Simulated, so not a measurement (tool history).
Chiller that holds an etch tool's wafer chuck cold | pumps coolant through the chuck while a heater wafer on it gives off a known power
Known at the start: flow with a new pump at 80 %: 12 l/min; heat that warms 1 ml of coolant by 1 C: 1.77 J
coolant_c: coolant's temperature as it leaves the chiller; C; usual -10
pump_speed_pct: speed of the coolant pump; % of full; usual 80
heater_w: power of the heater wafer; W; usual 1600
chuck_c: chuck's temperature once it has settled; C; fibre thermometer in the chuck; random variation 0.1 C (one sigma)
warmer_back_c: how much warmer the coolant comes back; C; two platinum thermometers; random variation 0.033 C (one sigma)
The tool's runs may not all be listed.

Run 1, hour 0.0: usual settings. Result: chuck_c -0.1 C, warmer_back_c 4.52 C.
Run 2, hour 73.0: usual settings. Result: chuck_c 0.1 C, warmer_back_c 4.51 C.
Run 3, hour 145.3: usual settings but coolant_c -3 C. Result: chuck_c 7.2 C, warmer_back_c 4.60 C.
Run 4, hour 195.5: usual settings. Result: chuck_c -0.1 C, warmer_back_c 4.61 C.
Run 5, hour 265.4: usual settings but pump_speed_pct 66 % of full. Result: chuck_c 1.6 C, warmer_back_c 5.67 C.
Run 6, hour 333.9: usual settings but pump_speed_pct 66 % of full. Result: chuck_c 1.6 C, warmer_back_c 5.72 C.
Run 7, hour 403.1: usual settings but pump_speed_pct 66 % of full. Result: chuck_c 1.5 C, warmer_back_c 5.71 C.
Run 8, hour 437.3: usual settings but pump_speed_pct 66 % of full. Result: chuck_c 1.5 C, warmer_back_c 5.71 C.
Run 9, hour 511.5: usual settings but pump_speed_pct 62 % of full. Result: chuck_c 2.0 C, warmer_back_c 6.16 C.
Run 10, hour 588.3: usual settings but heater_w 2009 W. Result: chuck_c 2.5 C, warmer_back_c 5.88 C.
Run 11, hour 658.6: usual settings but heater_w 2009 W. Result: chuck_c 2.6 C, warmer_back_c 5.89 C.
Run 12, hour 729.4: usual settings but heater_w 2009 W. Result: chuck_c 2.6 C, warmer_back_c 5.92 C.
Run 13, hour 780.2: usual settings but heater_w 2004 W. Result: chuck_c 2.7 C, warmer_back_c 5.97 C.
Run 14, hour 815.6: usual settings but heater_w 2004 W. Result: chuck_c 2.7 C, warmer_back_c 5.98 C.
Run 15, hour 858.9: usual settings but heater_w 806 W. Result: chuck_c -4.9 C, warmer_back_c 2.57 C.
Run 16, hour 919.4: usual settings but heater_w 806 W. Result: chuck_c -4.9 C, warmer_back_c 2.57 C.
Run 17, hour 955.1: usual settings but coolant_c -20 C, pump_speed_pct 72 % of full, heater_w 1566 W. Result: chuck_c -9.4 C, warmer_back_c 5.34 C.
Run 18, hour 1017.0: usual settings but coolant_c -16 C, pump_speed_pct 72 % of full, heater_w 2258 W. Result: chuck_c -0.8 C, warmer_back_c 7.50 C.
Run 19, hour 1081.0: usual settings but coolant_c -12 C, heater_w 1906 W. Result: chuck_c -0.2 C, warmer_back_c 5.77 C.
At hour 1114.4: gauge calibrated.
Run 20, hour 1139.2: usual settings but coolant_c -12 C, pump_speed_pct 77 % of full, heater_w 2002 W. Result: chuck_c 0.9 C, warmer_back_c 5.91 C.
At hour 1155.9: chiller's thermometer calibrated.
Run 21, hour 1197.3: usual settings but coolant_c -12 C, pump_speed_pct 77 % of full, heater_w 2002 W. Result: chuck_c 0.8 C, warmer_back_c 5.91 C.
Run 22, hour 1258.8: usual settings but coolant_c -11 C, heater_w 1835 W. Result: chuck_c 0.6 C, warmer_back_c 5.27 C.
Run 23, hour 1318.1: usual settings but pump_speed_pct 83 % of full, heater_w 1411 W. Result: chuck_c -1.4 C, warmer_back_c 3.89 C.
Run 24, hour 1355.5: usual settings but coolant_c -7 C, pump_speed_pct 83 % of full, heater_w 804 W. Result: chuck_c -2.2 C, warmer_back_c 2.26 C.
Run 25, hour 1435.1: usual settings but pump_speed_pct 72 % of full, heater_w 984 W. Result: chuck_c -3.3 C, warmer_back_c 3.22 C.
Run 26, hour 1492.4: usual settings but pump_speed_pct 72 % of full, heater_w 984 W. Result: chuck_c -3.4 C, warmer_back_c 3.24 C.
Run 27, hour 1543.2: usual settings but coolant_c -11 C, pump_speed_pct 91 % of full, heater_w 984 W. Result: chuck_c -5.3 C, warmer_back_c 2.51 C.
Run 28, hour 1587.4: usual settings but coolant_c -11 C, pump_speed_pct 68 % of full, heater_w 867 W. Result: chuck_c -5.0 C, warmer_back_c 3.10 C.
Run 29, hour 1627.2: usual settings but coolant_c -11 C, pump_speed_pct 68 % of full, heater_w 867 W. Result: chuck_c -4.8 C, warmer_back_c 3.12 C.

4 ways to go on from here, each from the tool as it stands after run 29. What would each give?
Run A, hour 1663.6: usual settings but coolant_c -12 C, pump_speed_pct 95 % of full, heater_w 1012 W. Result: chuck_c ?, warmer_back_c ?.
Run B, hour 1663.6: usual settings but coolant_c -4 C, pump_speed_pct 98 % of full, heater_w 1961 W. Result: chuck_c ?, warmer_back_c ?.
Run C, hour 1663.6: usual settings but coolant_c -6 C, heater_w 1809 W. Result: chuck_c ?, warmer_back_c ?.
Run D, hour 1663.6: usual settings but coolant_c -17 C, pump_speed_pct 91 % of full, heater_w 1635 W. Result: chuck_c ?, warmer_back_c ?.

run  chuck_c  warmer_back_c
  A     -6.6           2.56
  B      6.6           4.59
  C      5.3           5.21
  D     -7.7           4.14
Without the tool's hidden state the same runs would have given:
run  chuck_c  warmer_back_c
  A     -6.6           2.36
  B      6.6           4.38
  C      5.3           5.00
  D     -7.7           3.94

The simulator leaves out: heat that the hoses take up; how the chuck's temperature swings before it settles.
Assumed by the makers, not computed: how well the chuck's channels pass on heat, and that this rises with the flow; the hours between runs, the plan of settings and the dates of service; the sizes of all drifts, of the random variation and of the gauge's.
